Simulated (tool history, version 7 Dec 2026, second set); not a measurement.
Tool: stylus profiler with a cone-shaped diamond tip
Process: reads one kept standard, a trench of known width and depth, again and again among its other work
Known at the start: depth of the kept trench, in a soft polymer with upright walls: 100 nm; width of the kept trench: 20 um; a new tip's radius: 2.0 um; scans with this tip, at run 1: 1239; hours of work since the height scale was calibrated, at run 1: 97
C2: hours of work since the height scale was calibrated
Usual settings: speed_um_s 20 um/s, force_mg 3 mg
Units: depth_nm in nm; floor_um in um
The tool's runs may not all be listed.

{"run": 1, "hour": 0.0, "speed_um_s": 20, "force_mg": 3, "scans with this tip": 1239, "C2": 97, "depth_nm": 101.82, "floor_um": 18.7}
{"run": 2, "hour": 15.0, "speed_um_s": 20, "force_mg": 3, "scans with this tip": 1345, "C2": 106, "depth_nm": 101.78, "floor_um": 18.7}
{"run": 3, "hour": 34.3, "speed_um_s": 20, "force_mg": 3, "scans with this tip": 1482, "C2": 116, "depth_nm": 101.83, "floor_um": 18.67}
{"run": 4, "hour": 54.0, "speed_um_s": 20, "force_mg": 3, "scans with this tip": 1621, "C2": 127, "depth_nm": 101.85, "floor_um": 18.73}
{"run": 5, "hour": 67.1, "speed_um_s": 20, "force_mg": 3, "scans with this tip": 1714, "C2": 135, "depth_nm": 101.85, "floor_um": 18.74}
{"run": 6, "hour": 83.4, "speed_um_s": 20, "force_mg": 3, "scans with this tip": 1829, "C2": 144, "depth_nm": 101.79, "floor_um": 18.67}
{"run": 7, "hour": 92.3, "speed_um_s": 20, "force_mg": 3, "scans with this tip": 1892, "C2": 149, "depth_nm": 101.68, "floor_um": 18.76}
{"run": 8, "hour": 108.4, "speed_um_s": 20, "force_mg": 3, "scans with this tip": 2006, "C2": 158, "depth_nm": 101.81, "floor_um": 18.69}
{"run": 9, "hour": 128.5, "speed_um_s": 20, "force_mg": 3, "scans with this tip": 2148, "C2": 169, "depth_nm": 101.72, "floor_um": 18.65}
{"run": 10, "hour": 141.1, "speed_um_s": 20, "force_mg": 3, "scans with this tip": 2238, "C2": 176, "depth_nm": 101.86, "floor_um": 18.72}
{"run": 11, "hour": 153.6, "speed_um_s": 20, "force_mg": 3, "scans with this tip": 2327, "C2": 183, "depth_nm": 101.84, "floor_um": 18.68}
{"run": 12, "hour": 172.0, "speed_um_s": 20, "force_mg": 3, "scans with this tip": 2457, "C2": 193, "depth_nm": 101.82, "floor_um": 18.7}
{"run": 13, "hour": 189.2, "speed_um_s": 20, "force_mg": 3, "scans with this tip": 2579, "C2": 203, "depth_nm": 101.87, "floor_um": 18.67}
{"run": 14, "hour": 200.5, "speed_um_s": 20, "force_mg": 2.21, "scans with this tip": 2659, "C2": 209, "depth_nm": 101.48, "floor_um": 18.62}
{"run": 15, "hour": 213.5, "speed_um_s": 20, "force_mg": 2.21, "scans with this tip": 2751, "C2": 216, "depth_nm": 101.55, "floor_um": 18.66}
{"run": 16, "hour": 226.2, "speed_um_s": 20, "force_mg": 2.21, "scans with this tip": 2840, "C2": 223, "depth_nm": 101.56, "floor_um": 18.66}
{"run": 17, "hour": 240.5, "speed_um_s": 20, "force_mg": 2.21, "scans with this tip": 2942, "C2": 231, "depth_nm": 101.51, "floor_um": 18.72}
{"run": 18, "hour": 254.6, "speed_um_s": 20, "force_mg": 2.21, "scans with this tip": 3042, "C2": 239, "depth_nm": 101.52, "floor_um": 18.68}
{"run": 19, "hour": 270.0, "speed_um_s": 20, "force_mg": 2.21, "scans with this tip": 3151, "C2": 248, "depth_nm": 101.44, "floor_um": 18.67}
{"run": 20, "hour": 283.3, "speed_um_s": 20, "force_mg": 2.68, "scans with this tip": 3245, "C2": 255, "depth_nm": 101.69, "floor_um": 18.68}
{"run": 21, "hour": 293.3, "speed_um_s": 20, "force_mg": 2.68, "scans with this tip": 3316, "C2": 261, "depth_nm": 101.68, "floor_um": 18.67}
{"run": 22, "hour": 306.0, "speed_um_s": 20, "force_mg": 2.68, "scans with this tip": 3406, "C2": 268, "depth_nm": 101.68, "floor_um": 18.69}
{"run": 23, "hour": 323.6, "speed_um_s": 15, "force_mg": 3, "scans with this tip": 3530, "C2": 277, "depth_nm": 101.76, "floor_um": 18.74}
{"run": 24, "hour": 341.4, "speed_um_s": 20, "force_mg": 6.48, "scans with this tip": 3656, "C2": 287, "depth_nm": 102.95, "floor_um": 18.77}
{"run": 25, "hour": 350.3, "speed_um_s": 70, "force_mg": 3, "scans with this tip": 3720, "C2": 292, "depth_nm": 101.83, "floor_um": 18.58}
{"run": 26, "hour": 370.1, "speed_um_s": 39, "force_mg": 8.51, "scans with this tip": 3860, "C2": 303, "depth_nm": 103.77, "floor_um": 18.7}
{"run": 27, "hour": 388.8, "speed_um_s": 72, "force_mg": 1.08, "scans with this tip": 3992, "C2": 314, "depth_nm": 100.88, "floor_um": 18.33}
{"run": 28, "hour": 406.9, "speed_um_s": 72, "force_mg": 1.08, "scans with this tip": 4120, "C2": 324, "depth_nm": 100.97, "floor_um": 18.45}
{"run": 29, "hour": 415.1, "speed_um_s": 10, "force_mg": 5.01, "scans with this tip": 4178, "C2": 328, "depth_nm": 102.5, "floor_um": 18.75}
{"run": 30, "hour": 433.7, "speed_um_s": 11, "force_mg": 6.02, "scans with this tip": 4310, "C2": 339, "depth_nm": 102.93, "floor_um": 18.75}
{"run": 31, "hour": 449.6, "speed_um_s": 61, "force_mg": 1.71, "scans with this tip": 4422, "C2": 347, "depth_nm": 101.11, "floor_um": 18.51}
{"run": 32, "hour": 466.1, "speed_um_s": 20, "force_mg": 5.17, "scans with this tip": 4540, "C2": 357, "depth_nm": 102.73, "floor_um": 18.73}
{"run": 33, "hour": 476.8, "speed_um_s": 20, "force_mg": 2.41, "scans with this tip": 4616, "C2": 363, "depth_nm": 101.72, "floor_um": 18.71}
{"run": 34, "hour": 490.6, "speed_um_s": 20, "force_mg": 2.41, "scans with this tip": 4713, "C2": 370, "depth_nm": 101.61, "floor_um": 18.72}
{"run": 35, "hour": 499.9, "speed_um_s": 20, "force_mg": 2.41, "scans with this tip": 4779, "C2": 375, "depth_nm": 101.61, "floor_um": 18.67}

The next listed run, before its measurement:
{"run": 36, "hour": 515.2, "speed_um_s": 20, "force_mg": 2.41, "scans with this tip": 4888, "C2": 384, "depth_nm": "?", "floor_um": "?"}

depth_nm: 101.58 nm
floor_um: 18.71 um
Without the tool's hidden state the same run would have given depth_nm 101.59 nm, floor_um 18.72 um.

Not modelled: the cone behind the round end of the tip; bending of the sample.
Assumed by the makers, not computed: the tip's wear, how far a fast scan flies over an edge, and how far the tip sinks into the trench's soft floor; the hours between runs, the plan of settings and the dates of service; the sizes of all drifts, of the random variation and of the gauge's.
